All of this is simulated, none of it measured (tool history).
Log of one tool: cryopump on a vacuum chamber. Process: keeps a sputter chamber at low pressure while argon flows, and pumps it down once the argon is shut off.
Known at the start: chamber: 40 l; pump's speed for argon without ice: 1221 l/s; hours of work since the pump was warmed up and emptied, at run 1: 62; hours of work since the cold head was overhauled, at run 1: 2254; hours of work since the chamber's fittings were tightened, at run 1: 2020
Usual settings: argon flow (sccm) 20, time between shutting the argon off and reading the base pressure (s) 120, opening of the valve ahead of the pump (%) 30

run	hour	argon flow (sccm)	time between shutting the argon off and reading the base pressure (s)	opening of the valve ahead of the pump (%)	hours of work since the pump was warmed up and emptied	hours of work since the cold head was overhauled	hours of work since the chamber's fittings were tightened	pressure while argon flows (Pa)	pressure after the wait (uPa)
1	0.0	20	120	30	62	2254	2020	0.0939	2.26
2	93.7	20	120	30	129	2321	2086	0.0942	2.41
3	189.8	20	120	30	197	2389	2154	0.0953	2.54
4	236.9	20	120	30	230	2422	2188	0.0938	2.53
5	286.8	19	120	30	265	2457	2223	0.0907	2.59
6	401.8	19	120	30	347	2539	2304	0.0912	2.85
7	505.5	20	120	30	420	2612	2378	0.0970	2.87
8	568.6	20	120	30	465	2657	2422	0.0975	3.07
9	639.3	18	120	30	515	2707	2472	0.0882	3.19
# hour 686.3: pump warmed up, emptied and cooled again
10	731.1	18	120	30	32	2768	2534	0.0841	2.80
11	834.4	18	120	30	105	2841	2607	0.0854	2.85
12	896.9	18	97	30	149	2885	2651	0.0848	3.06
13	996.1	15	45	40	219	2956	2721	0.0554	3.59
14	1045.6	15	45	40	254	2991	2756	0.0550	3.56
15	1098.8	14	146	25	292	3028	2794	0.0799	3.24
16	1194.7	19	120	30	360	3096	2862	0.0919	3.40
17	1304.7	10	154	19	437	3174	2940	0.0764	3.49
18	1385.6	34	218	60	495	3231	2997	0.0888	3.51
# hour 1455.2: pump warmed up, emptied and cooled again
19	1502.5	18	58	15	33	3310	3076	0.1668	3.50
20	1550.3	18	58	15	67	3344	3110	0.1670	3.58
21	1658.4	18	121	15	144	3420	3186	0.1682	3.48

Forecast each of these 5 alternatives for the next run:
A	1724.8	12	121	40	191	3467	3233	?	?
B	1724.8	9	47	15	191	3467	3233	?	?
C	1724.8	31	121	23	191	3467	3233	?	?
D	1724.8	20	125	28	191	3467	3233	?	?
E	1724.8	20	120	18	191	3467	3233	?	?

run	pressure while argon flows (Pa)	pressure after the wait (uPa)
A	0.0432	3.55
B	0.0843	3.89
C	0.1914	3.62
D	0.1016	3.49
E	0.1574	3.58
Without the tool's hidden state the same runs would have given:
run	pressure while argon flows (Pa)	pressure after the wait (uPa)
A	0.0414	0.49
B	0.0830	0.83
C	0.1868	0.49
D	0.0987	0.45
E	0.1544	0.48
